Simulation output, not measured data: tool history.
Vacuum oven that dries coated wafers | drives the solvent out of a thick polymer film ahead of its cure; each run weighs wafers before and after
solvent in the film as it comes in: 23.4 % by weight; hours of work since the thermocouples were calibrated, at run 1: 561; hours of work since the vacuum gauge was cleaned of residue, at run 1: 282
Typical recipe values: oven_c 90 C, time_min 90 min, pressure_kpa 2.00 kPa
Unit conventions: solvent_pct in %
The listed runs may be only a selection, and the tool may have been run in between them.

| run | day | oven_c | time_min | pressure_kpa | hours of work since the thermocouples were calibrated | hours of work since the vacuum gauge was cleaned of residue | solvent_pct |
|---|---|---|---|---|---|---|---|
| 1 | 0.000 | 90 | 90 | 2.00 | 561 | 282 | 5.66 |
| 2 | 0.296 | 97 | 90 | 2.00 | 566 | 287 | 3.20 |
| 3 | 0.700 | 97 | 90 | 2.00 | 572 | 293 | 3.41 |
| 4 | 1.325 | 97 | 90 | 2.00 | 582 | 303 | 3.30 |
| 5 | 1.775 | 97 | 90 | 2.00 | 589 | 310 | 3.39 |
| 6 | 2.367 | 97 | 90 | 2.00 | 598 | 319 | 3.31 |
| 7 | 2.929 | 97 | 90 | 2.00 | 607 | 328 | 3.34 |
| 8 | 3.225 | 97 | 90 | 2.00 | 612 | 333 | 3.44 |
| 9 | 3.817 | 97 | 90 | 2.00 | 621 | 342 | 3.41 |
| 10 | 4.400 | 90 | 74 | 2.00 | 630 | 351 | 6.96 |
| 11 | 4.954 | 90 | 74 | 2.00 | 639 | 360 | 7.00 |
| 12 | 5.558 | 90 | 117 | 2.00 | 649 | 370 | 4.15 |
| 13 | 5.833 | 90 | 117 | 2.00 | 653 | 374 | 4.23 |
| 14 | 6.317 | 90 | 146 | 7.64 | 661 | 382 | 5.92 |
|  | 6.429 | vacuum gauge cleaned of residue and calibrated |
|  | 6.838 | oven's thermocouples calibrated |
| 15 | 7.092 | 102 | 90 | 4.54 | 4 | 9 | 3.07 |
| 16 | 7.375 | 88 | 90 | 1.95 | 9 | 14 | 6.62 |
| 17 | 7.671 | 90 | 140 | 2.00 | 13 | 18 | 3.39 |
| 18 | 8.083 | 90 | 140 | 2.00 | 20 | 25 | 3.36 |
| 19 | 8.417 | 104 | 90 | 3.86 | 25 | 30 | 2.41 |
|  | 8.617 | vacuum gauge cleaned of residue and calibrated, once more |
| 20 | 8.862 | 104 | 90 | 3.86 | 31 | 4 | 2.32 |
| 21 | 9.167 | 76 | 90 | 1.25 | 36 | 9 | 11.11 |
| 22 | 9.554 | 80 | 71 | 6.29 | 42 | 15 | 13.22 |
| 23 | 10.000 | 80 | 71 | 4.42 | 49 | 22 | 12.41 |
| 24 | 10.325 | 80 | 71 | 4.42 | 54 | 27 | 12.25 |
| 25 | 10.792 | 97 | 93 | 1.44 | 61 | 34 | 2.90 |
| 26 | 11.308 | 97 | 93 | 1.44 | 69 | 42 | 3.00 |

For each run, the measured value with the value that run would have given without the tool's hidden condition subtracted. The run-to-run variation is shared by both, the gauge scatter possibly not:
The hidden state here: true wafer temperature over the reading, C; true pressure over the reading, kPa; drift of the gauge itself on solvent_pct, %.
| run | solvent_pct |
|---|---|
| 1 | -0.05 |
| 2 | -0.03 |
| 3 | -0.04 |
| 4 | -0.03 |
| 5 | -0.04 |
| 6 | -0.04 |
| 7 | -0.03 |
| 8 | -0.03 |
| 9 | -0.04 |
| 10 | -0.07 |
| 11 | -0.07 |
| 12 | -0.04 |
| 13 | -0.04 |
| 14 | -0.04 |
| 15 | +0.07 |
| 16 | +0.09 |
| 17 | +0.11 |
| 18 | +0.12 |
| 19 | +0.08 |
| 20 | -0.03 |
| 21 | -0.07 |
| 22 | -0.06 |
| 23 | -0.07 |
| 24 | -0.06 |
| 25 | -0.04 |
| 26 | -0.05 |
